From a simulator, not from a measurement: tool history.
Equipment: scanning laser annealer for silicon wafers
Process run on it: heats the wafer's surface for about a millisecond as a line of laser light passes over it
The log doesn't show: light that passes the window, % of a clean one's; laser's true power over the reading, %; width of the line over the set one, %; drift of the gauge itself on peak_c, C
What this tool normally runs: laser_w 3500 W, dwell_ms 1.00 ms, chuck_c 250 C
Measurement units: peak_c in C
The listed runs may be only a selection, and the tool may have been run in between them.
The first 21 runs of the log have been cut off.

| run | day | laser_w | dwell_ms | chuck_c | hours of work since the window was cleaned | hours of work since the power meter was calibrated | hours of work since the optics were aligned | peak_c |
|---|---|---|---|---|---|---|---|---|
| 22 | 30.150 | 3149 | 1.00 | 218 | 200 | 559 | 808 | 925 |
| 23 | 31.333 | 3537 | 1.05 | 250 | 215 | 574 | 823 | 1076 |
| 24 | 32.267 | 3664 | 0.83 | 250 | 227 | 585 | 835 | 1006 |
| 25 | 33.588 | 3017 | 0.87 | 255 | 243 | 602 | 851 | 876 |
| 26 | 35.388 | 3017 | 0.87 | 255 | 266 | 625 | 874 | 875 |
| 27 | 37.392 | 3279 | 0.87 | 255 | 291 | 650 | 899 | 939 |
| 28 | 39.375 | 3279 | 0.87 | 255 | 316 | 675 | 924 | 934 |
| 29 | 41.046 | 3500 | 0.76 | 247 | 337 | 696 | 945 | 929 |
| 30 | 42.967 | 3500 | 0.76 | 247 | 361 | 720 | 969 | 927 |

For run 31, what comes out?
| 31 | 44.183 | 3165 | 0.76 | 247 | 377 | 735 | 985 | ? |

Run 31 gave peak_c 849 C.
With the hidden condition absent and the run-to-run variation left alone, this run would have shown peak_c 865 C.
